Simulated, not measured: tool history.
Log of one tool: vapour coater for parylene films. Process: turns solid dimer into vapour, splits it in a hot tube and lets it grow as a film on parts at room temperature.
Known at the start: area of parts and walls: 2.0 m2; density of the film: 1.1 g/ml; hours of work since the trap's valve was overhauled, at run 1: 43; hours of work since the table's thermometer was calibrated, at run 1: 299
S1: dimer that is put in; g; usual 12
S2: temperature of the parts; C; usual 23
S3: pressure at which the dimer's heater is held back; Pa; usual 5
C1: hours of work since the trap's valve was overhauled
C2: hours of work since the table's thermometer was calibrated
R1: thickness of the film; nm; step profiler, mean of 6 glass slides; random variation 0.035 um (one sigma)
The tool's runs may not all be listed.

{"run": 1, "hour": 0.0, "S1": 12, "S2": 23, "S3": 5, "C1": 43, "C2": 299, "R1": 3600}
{"run": 2, "hour": 28.5, "S1": 12, "S2": 23, "S3": 5, "C1": 63, "C2": 319, "R1": 3610}
{"run": 3, "hour": 56.1, "S1": 12, "S2": 23, "S3": 5, "C1": 83, "C2": 339, "R1": 3590}
{"run": 4, "hour": 72.5, "S1": 12, "S2": 23, "S3": 5, "C1": 95, "C2": 350, "R1": 3550}
{"run": 5, "hour": 93.7, "S1": 12, "S2": 23, "S3": 5, "C1": 110, "C2": 365, "R1": 3490}
{"run": 6, "hour": 120.4, "S1": 12, "S2": 23, "S3": 5, "C1": 129, "C2": 384, "R1": 3470}
{"run": 7, "hour": 148.1, "S1": 12, "S2": 23, "S3": 5, "C1": 149, "C2": 404, "R1": 3470}
{"run": 8, "hour": 163.5, "S1": 12, "S2": 23, "S3": 5, "C1": 160, "C2": 415, "R1": 3470}
{"run": 9, "hour": 190.8, "S1": 12, "S2": 23, "S3": 5, "C1": 179, "C2": 435, "R1": 3510}
{"run": 10, "hour": 215.0, "S1": 12, "S2": 23, "S3": 5, "C1": 196, "C2": 452, "R1": 3430}
{"run": 11, "hour": 233.6, "S1": 12, "S2": 23, "S3": 2.55, "C1": 210, "C2": 465, "R1": 4060}
{"run": 12, "hour": 258.5, "S1": 12, "S2": 23, "S3": 2.55, "C1": 227, "C2": 483, "R1": 3950}
{"run": 13, "hour": 277.7, "S1": 12, "S2": 23, "S3": 2.77, "C1": 241, "C2": 497, "R1": 3970}
{"run": 14, "hour": 298.8, "S1": 12, "S2": 23, "S3": 2.77, "C1": 256, "C2": 512, "R1": 3910}
{"run": 15, "hour": 328.5, "S1": 12, "S2": 23, "S3": 2.77, "C1": 277, "C2": 533, "R1": 3930}
{"run": 16, "hour": 355.4, "S1": 12, "S2": 23, "S3": 2.77, "C1": 296, "C2": 552, "R1": 3900}
{"run": 17, "hour": 377.0, "S1": 12, "S2": 23, "S3": 5, "C1": 312, "C2": 567, "R1": 3340}
{"hour": 383.5, "done": "trap's valve overhauled"}
{"run": 18, "hour": 393.9, "S1": 7, "S2": 23, "S3": 5, "C1": 7, "C2": 577, "R1": 1850}
{"run": 19, "hour": 421.6, "S1": 6, "S2": 23, "S3": 5, "C1": 27, "C2": 596, "R1": 1550}
{"hour": 448.3, "done": "trap's valve overhauled, once more"}
{"run": 20, "hour": 452.4, "S1": 6, "S2": 23, "S3": 5, "C1": 3, "C2": 615, "R1": 1840}
{"run": 21, "hour": 466.2, "S1": 12, "S2": 23, "S3": 4.28, "C1": 13, "C2": 625, "R1": 3700}
{"run": 22, "hour": 490.2, "S1": 12, "S2": 23, "S3": 4.28, "C1": 30, "C2": 642, "R1": 3680}
{"run": 23, "hour": 506.3, "S1": 12, "S2": 23, "S3": 4.28, "C1": 41, "C2": 654, "R1": 3720}
{"run": 24, "hour": 529.7, "S1": 12, "S2": 23, "S3": 4.28, "C1": 58, "C2": 671, "R1": 3710}
{"run": 25, "hour": 555.0, "S1": 9, "S2": 23, "S3": 5.01, "C1": 76, "C2": 689, "R1": 2730}
{"run": 26, "hour": 584.4, "S1": 9, "S2": 23, "S3": 5.42, "C1": 97, "C2": 710, "R1": 2590}
{"run": 27, "hour": 609.9, "S1": 9, "S2": 23, "S3": 5.42, "C1": 115, "C2": 728, "R1": 2580}
{"run": 28, "hour": 629.5, "S1": 16, "S2": 23, "S3": 5, "C1": 129, "C2": 742, "R1": 4680}
{"run": 29, "hour": 649.7, "S1": 16, "S2": 23, "S3": 5, "C1": 144, "C2": 756, "R1": 4690}
{"run": 30, "hour": 677.6, "S1": 18, "S2": 18, "S3": 10.77, "C1": 163, "C2": 776, "R1": 5050}
{"run": 31, "hour": 706.7, "S1": 18, "S2": 18, "S3": 10.77, "C1": 184, "C2": 797, "R1": 5020}
{"run": 32, "hour": 733.7, "S1": 18, "S2": 18, "S3": 10.77, "C1": 204, "C2": 816, "R1": 4930}
{"run": 33, "hour": 757.1, "S1": 18, "S2": 18, "S3": 10.77, "C1": 220, "C2": 833, "R1": 4940}
{"run": 34, "hour": 782.9, "S1": 8, "S2": 18, "S3": 10.77, "C1": 239, "C2": 851, "R1": 2180}
{"run": 35, "hour": 807.7, "S1": 8, "S2": 18, "S3": 10.77, "C1": 256, "C2": 869, "R1": 2170}
{"run": 36, "hour": 835.6, "S1": 6, "S2": 29, "S3": 6.14, "C1": 276, "C2": 889, "R1": 1380}
{"run": 37, "hour": 854.7, "S1": 6, "S2": 21, "S3": 5.91, "C1": 290, "C2": 902, "R1": 1720}
{"run": 38, "hour": 883.8, "S1": 18, "S2": 25, "S3": 4.72, "C1": 311, "C2": 923, "R1": 4770}
{"run": 39, "hour": 904.6, "S1": 18, "S2": 25, "S3": 4.72, "C1": 325, "C2": 938, "R1": 4820}
{"run": 40, "hour": 934.2, "S1": 11, "S2": 25, "S3": 3.32, "C1": 347, "C2": 959, "R1": 3220}
{"run": 41, "hour": 946.5, "S1": 11, "S2": 25, "S3": 3.32, "C1": 355, "C2": 968, "R1": 3280}
{"run": 42, "hour": 975.0, "S1": 10, "S2": 23, "S3": 8.78, "C1": 376, "C2": 988, "R1": 2400}
{"run": 43, "hour": 988.4, "S1": 10, "S2": 23, "S3": 8.78, "C1": 385, "C2": 998, "R1": 2410}
{"run": 44, "hour": 1010.3, "S1": 7, "S2": 19, "S3": 3.58, "C1": 401, "C2": 1013, "R1": 2330}
{"run": 45, "hour": 1024.0, "S1": 7, "S2": 19, "S3": 3.58, "C1": 411, "C2": 1023, "R1": 2280}
{"run": 46, "hour": 1053.9, "S1": 12, "S2": 23, "S3": 3.44, "C1": 432, "C2": 1044, "R1": 3560}
{"run": 47, "hour": 1080.4, "S1": 12, "S2": 23, "S3": 3.44, "C1": 451, "C2": 1063, "R1": 3560}

Forecast each of these 4 alternatives for the next run:
{"run": "A", "hour": 1111.0, "S1": 12, "S2": 23, "S3": 7.32, "C1": 473, "C2": 1085, "R1": "?"}
{"run": "B", "hour": 1111.0, "S1": 12, "S2": 30, "S3": 5, "C1": 473, "C2": 1085, "R1": "?"}
{"run": "C", "hour": 1111.0, "S1": 8, "S2": 23, "S3": 10.38, "C1": 473, "C2": 1085, "R1": "?"}
{"run": "D", "hour": 1111.0, "S1": 13, "S2": 23, "S3": 4.32, "C1": 473, "C2": 1085, "R1": "?"}

run=A R1=3010
run=B R1=2650
run=C R1=1850
run=D R1=3690
Without the tool's hidden state the same runs would have given:
run=A R1=3340
run=B R1=2940
run=C R1=2050
run=D R1=4090

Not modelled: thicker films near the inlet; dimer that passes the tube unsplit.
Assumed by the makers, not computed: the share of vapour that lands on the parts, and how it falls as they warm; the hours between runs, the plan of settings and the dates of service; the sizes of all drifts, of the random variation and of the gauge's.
